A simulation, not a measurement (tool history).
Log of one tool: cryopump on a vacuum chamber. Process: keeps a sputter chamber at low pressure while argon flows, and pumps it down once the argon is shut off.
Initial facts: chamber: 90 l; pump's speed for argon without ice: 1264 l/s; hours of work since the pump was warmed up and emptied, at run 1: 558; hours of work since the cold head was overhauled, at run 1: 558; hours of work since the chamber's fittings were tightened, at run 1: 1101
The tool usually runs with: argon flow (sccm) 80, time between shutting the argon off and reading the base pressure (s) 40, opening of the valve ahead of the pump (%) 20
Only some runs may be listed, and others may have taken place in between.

| run | hour | argon flow (sccm) | time between shutting the argon off and reading the base pressure (s) | opening of the valve ahead of the pump (%) | hours of work since the pump was warmed up and emptied | hours of work since the cold head was overhauled | hours of work since the chamber's fittings were tightened | pressure while argon flows (Pa) | pressure after the wait (uPa) |
|---|---|---|---|---|---|---|---|---|---|
| 1 | 0 | 80 | 40 | 20 | 558 | 558 | 1101 | 0.5514 | 3.32 |
| 2 | 12.4 | 80 | 118 | 20 | 568 | 568 | 1111 | 0.5503 | 2.27 |
| 3 | 33.3 | 80 | 118 | 20 | 585 | 585 | 1128 | 0.555 | 2.3 |
| 4 | 56.5 | 80 | 265 | 20 | 604 | 604 | 1147 | 0.5494 | 2.01 |
| 5 | 79.4 | 80 | 40 | 17 | 622 | 622 | 1165 | 0.6496 | 3.34 |
| 6 | 91.3 | 80 | 40 | 17 | 632 | 632 | 1175 | 0.6507 | 3.49 |
| 7 | 106.2 | 80 | 40 | 20 | 644 | 644 | 1187 | 0.5577 | 3.44 |
| 8 | 129.1 | 80 | 40 | 20 | 662 | 662 | 1205 | 0.555 | 3.51 |
| 9 | 145.5 | 80 | 101 | 20 | 675 | 675 | 1218 | 0.5575 | 2.47 |
| 10 | 159 | 80 | 101 | 20 | 686 | 686 | 1229 | 0.5555 | 2.6 |
| 11 | 178.8 | 80 | 101 | 20 | 702 | 702 | 1245 | 0.5539 | 2.51 |
| 12 | 204.3 | 125 | 56 | 45 | 723 | 723 | 1265 | 0.4071 | 3.12 |
|  | 228.7 | pump warmed up, emptied and cooled again |
| 13 | 228.8 | 145 | 56 | 45 | 0 | 738 | 1281 | 0.4329 | 2.86 |
| 14 | 252.4 | 45 | 162 | 48 | 19 | 757 | 1300 | 0.1271 | 2.08 |
| 15 | 267.5 | 50 | 60 | 31 | 31 | 769 | 1312 | 0.2187 | 2.79 |
| 16 | 279.4 | 80 | 22 | 22 | 41 | 779 | 1322 | 0.4882 | 4.6 |
| 17 | 297.2 | 80 | 22 | 22 | 55 | 793 | 1336 | 0.4885 | 4.52 |

Run 18, settings as shown, results not yet in. Your forecast:
| 18 | 312.1 | 90 | 30 | 15 | 67 | 805 | 1348 | ? | ? |

Run 18 came out at pressure while argon flows (Pa) 0.8119, pressure after the wait (uPa) 3.9.
Had the tool carried no hidden state, the very same run would have given pressure while argon flows (Pa) 0.8079, pressure after the wait (uPa) 2.36.
